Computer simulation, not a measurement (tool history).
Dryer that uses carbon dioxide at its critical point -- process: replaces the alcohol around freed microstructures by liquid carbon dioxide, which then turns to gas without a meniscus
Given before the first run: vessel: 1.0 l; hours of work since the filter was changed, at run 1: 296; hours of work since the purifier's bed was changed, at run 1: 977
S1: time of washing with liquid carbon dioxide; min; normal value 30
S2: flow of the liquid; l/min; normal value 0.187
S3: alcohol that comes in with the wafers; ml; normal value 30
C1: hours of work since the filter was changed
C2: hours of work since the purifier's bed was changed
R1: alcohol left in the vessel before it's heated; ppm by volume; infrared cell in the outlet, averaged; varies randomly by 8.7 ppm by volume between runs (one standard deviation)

{"run": 1, "hour": 0.0, "S1": 30, "S2": 0.187, "S3": 30, "C1": 296, "C2": 977, "R1": 748}
{"hour": 29.8, "done": "purifier's bed changed"}
{"run": 2, "hour": 57.0, "S1": 30, "S2": 0.187, "S3": 30, "C1": 330, "C2": 17, "R1": 698}
{"run": 3, "hour": 109.6, "S1": 30, "S2": 0.187, "S3": 30, "C1": 363, "C2": 51, "R1": 737}
{"run": 4, "hour": 160.5, "S1": 30, "S2": 0.187, "S3": 30, "C1": 395, "C2": 83, "R1": 776}
{"run": 5, "hour": 204.6, "S1": 28, "S2": 0.187, "S3": 30, "C1": 423, "C2": 111, "R1": 1039}
{"run": 6, "hour": 258.6, "S1": 28, "S2": 0.187, "S3": 30, "C1": 458, "C2": 145, "R1": 1059}
{"run": 7, "hour": 294.2, "S1": 28, "S2": 0.187, "S3": 30, "C1": 480, "C2": 168, "R1": 1086}
{"run": 8, "hour": 331.3, "S1": 30, "S2": 0.187, "S3": 30, "C1": 504, "C2": 191, "R1": 911}
{"hour": 368.0, "done": "inlet filter changed"}
{"run": 9, "hour": 384.8, "S1": 30, "S2": 0.187, "S3": 30, "C1": 11, "C2": 224, "R1": 537}
{"run": 10, "hour": 411.8, "S1": 30, "S2": 0.187, "S3": 37, "C1": 28, "C2": 241, "R1": 649}
{"run": 11, "hour": 449.6, "S1": 30, "S2": 0.187, "S3": 37, "C1": 52, "C2": 265, "R1": 654}
{"run": 12, "hour": 490.1, "S1": 30, "S2": 0.187, "S3": 30, "C1": 77, "C2": 291, "R1": 570}
{"run": 13, "hour": 542.6, "S1": 30, "S2": 0.187, "S3": 30, "C1": 111, "C2": 324, "R1": 600}
{"run": 14, "hour": 569.9, "S1": 30, "S2": 0.187, "S3": 30, "C1": 128, "C2": 342, "R1": 607}
{"run": 15, "hour": 593.2, "S1": 39, "S2": 0.187, "S3": 30, "C1": 143, "C2": 356, "R1": 211}
{"run": 16, "hour": 617.3, "S1": 39, "S2": 0.187, "S3": 30, "C1": 158, "C2": 372, "R1": 212}
{"run": 17, "hour": 665.0, "S1": 39, "S2": 0.187, "S3": 30, "C1": 188, "C2": 402, "R1": 229}
{"run": 18, "hour": 691.4, "S1": 39, "S2": 0.187, "S3": 30, "C1": 205, "C2": 419, "R1": 236}
{"run": 19, "hour": 726.0, "S1": 44, "S2": 0.187, "S3": 30, "C1": 227, "C2": 441, "R1": 145}
{"run": 20, "hour": 766.9, "S1": 30, "S2": 0.187, "S3": 30, "C1": 253, "C2": 467, "R1": 675}
{"run": 21, "hour": 791.6, "S1": 30, "S2": 0.187, "S3": 30, "C1": 269, "C2": 482, "R1": 721}
{"run": 22, "hour": 819.9, "S1": 28, "S2": 0.191, "S3": 43, "C1": 286, "C2": 500, "R1": 1193}
{"run": 23, "hour": 856.8, "S1": 47, "S2": 0.191, "S3": 23, "C1": 310, "C2": 524, "R1": 106}
{"run": 24, "hour": 896.6, "S1": 40, "S2": 0.191, "S3": 47, "C1": 335, "C2": 549, "R1": 337}
{"run": 25, "hour": 952.4, "S1": 40, "S2": 0.191, "S3": 47, "C1": 370, "C2": 584, "R1": 350}
{"run": 26, "hour": 996.3, "S1": 27, "S2": 0.198, "S3": 27, "C1": 398, "C2": 612, "R1": 897}
{"run": 27, "hour": 1042.6, "S1": 27, "S2": 0.198, "S3": 27, "C1": 428, "C2": 641, "R1": 928}
{"run": 28, "hour": 1096.8, "S1": 27, "S2": 0.198, "S3": 27, "C1": 462, "C2": 676, "R1": 961}
{"run": 29, "hour": 1146.3, "S1": 30, "S2": 0.187, "S3": 56, "C1": 493, "C2": 707, "R1": 1704}
{"run": 30, "hour": 1178.6, "S1": 20, "S2": 0.187, "S3": 30, "C1": 514, "C2": 728, "R1": 2983}
{"hour": 1201.1, "done": "inlet filter changed"}
{"run": 31, "hour": 1227.7, "S1": 48, "S2": 0.138, "S3": 24, "C1": 17, "C2": 758, "R1": 255}
{"run": 32, "hour": 1261.4, "S1": 48, "S2": 0.123, "S3": 24, "C1": 38, "C2": 779, "R1": 428}
{"run": 33, "hour": 1293.7, "S1": 42, "S2": 0.159, "S3": 76, "C1": 59, "C2": 800, "R1": 695}
{"run": 34, "hour": 1331.0, "S1": 42, "S2": 0.159, "S3": 76, "C1": 82, "C2": 823, "R1": 705}
{"run": 35, "hour": 1357.3, "S1": 24, "S2": 0.249, "S3": 80, "C1": 99, "C2": 840, "R1": 1079}
{"run": 36, "hour": 1410.9, "S1": 42, "S2": 0.237, "S3": 30, "C1": 133, "C2": 874, "R1": 91}
{"run": 37, "hour": 1435.2, "S1": 25, "S2": 0.115, "S3": 30, "C1": 148, "C2": 890, "R1": 4310}
{"run": 38, "hour": 1467.4, "S1": 22, "S2": 0.12, "S3": 30, "C1": 169, "C2": 910, "R1": 5140}
{"run": 39, "hour": 1490.3, "S1": 19, "S2": 0.123, "S3": 30, "C1": 183, "C2": 924, "R1": 5983}
{"run": 40, "hour": 1516.6, "S1": 19, "S2": 0.123, "S3": 30, "C1": 200, "C2": 941, "R1": 6080}
{"run": 41, "hour": 1568.2, "S1": 30, "S2": 0.121, "S3": 36, "C1": 233, "C2": 974, "R1": 3282}
{"hour": 1606.9, "done": "purifier's bed changed"}
{"run": 42, "hour": 1620.6, "S1": 40, "S2": 0.287, "S3": 39, "C1": 264, "C2": 9, "R1": 17}

Predict each of these 4 candidate next runs independently; none follows another, all start after run 42:
{"run": "A", "hour": 1648.6, "S1": 30, "S2": 0.194, "S3": 25, "C1": 282, "C2": 26, "R1": "?"}
{"run": "B", "hour": 1648.6, "S1": 38, "S2": 0.225, "S3": 30, "C1": 282, "C2": 26, "R1": "?"}
{"run": "C", "hour": 1648.6, "S1": 23, "S2": 0.277, "S3": 68, "C1": 282, "C2": 26, "R1": "?"}
{"run": "D", "hour": 1648.6, "S1": 34, "S2": 0.239, "S3": 39, "C1": 282, "C2": 26, "R1": "?"}

run=A R1=487
run=B R1=92
run=C R1=814
run=D R1=158
Had the tool no hidden state, the same runs would have come out as:
run=A R1=339
run=B R1=55
run=C R1=539
run=D R1=96
